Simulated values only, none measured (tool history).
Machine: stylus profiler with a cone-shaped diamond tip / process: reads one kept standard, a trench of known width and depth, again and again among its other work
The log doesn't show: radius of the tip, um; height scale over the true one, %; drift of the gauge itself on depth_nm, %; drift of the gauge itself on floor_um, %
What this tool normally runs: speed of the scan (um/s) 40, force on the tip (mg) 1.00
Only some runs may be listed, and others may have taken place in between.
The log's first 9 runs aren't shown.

run	day	speed of the scan (um/s)	force on the tip (mg)	scans with this tip	hours of work since the height scale was calibrated	depth of the trench (Å)	width of the trench's floor (µm)
10	5.046	18	1.00	4784	379	5024.4	25.52
11	5.812	40	1.00	4909	389	5022.0	25.50
12	6.162	40	1.00	4966	393	5022.4	25.42
13	6.858	40	1.00	5080	402	5023.2	25.43
14	7.192	40	1.00	5134	406	5025.1	25.38
15	7.550	40	1.00	5192	411	5024.3	25.47
16	8.279	33	1.00	5311	420	5023.6	25.42
17	8.608	33	1.00	5365	425	5024.5	25.43
18	9.038	18	2.88	5434	430	5050.2	25.59
19	9.667	16	0.69	5537	438	5018.8	25.54
20	10.329	51	0.34	5644	447	5011.9	25.26
21	11.075	37	1.19	5766	457	5024.8	25.46
22	11.767	37	1.19	5878	465	5028.8	25.46
23	12.579	77	0.45	6011	476	5014.2	25.09
24	13.079	87	1.24	6092	482	5027.5	25.25
25	13.850	73	1.20	6218	492	5027.3	25.27
26	14.592	46	0.34	6339	502	5010.4	25.28
27	14.954	88	1.06	6398	507	5025.1	25.20
28	15.312	11	2.73	6456	511	5045.9	25.61
29	15.696	11	2.73	6519	516	5048.4	25.64
30	16.333	11	2.73	6622	524	5046.4	25.61
31	16.779	13	0.46	6695	530	5012.5	25.58
32	17.346	30	1.26	6787	537	5028.5	25.48
33	18.129	30	1.26	6915	547	5025.6	25.53
34	18.733	30	1.26	7013	555	5028.0	25.55

Consider 4 possible next runs. They are alternatives, not a sequence: every one starts from the tool as it was left by run 34. What does each give?
A	19.304	11	0.88	7106	563	?	?
B	19.304	10	1.20	7106	563	?	?
C	19.304	40	0.80	7106	563	?	?
D	19.304	40	2.37	7106	563	?	?

run	depth of the trench (Å)	width of the trench's floor (µm)
A	5022.9	25.57
B	5027.3	25.64
C	5022.4	25.43
D	5043.3	25.54
Without the tool's unlogged condition, the same runs would have read:
run	depth of the trench (Å)	width of the trench's floor (µm)
A	5022.8	25.57
B	5027.2	25.65
C	5022.4	25.44
D	5043.2	25.55

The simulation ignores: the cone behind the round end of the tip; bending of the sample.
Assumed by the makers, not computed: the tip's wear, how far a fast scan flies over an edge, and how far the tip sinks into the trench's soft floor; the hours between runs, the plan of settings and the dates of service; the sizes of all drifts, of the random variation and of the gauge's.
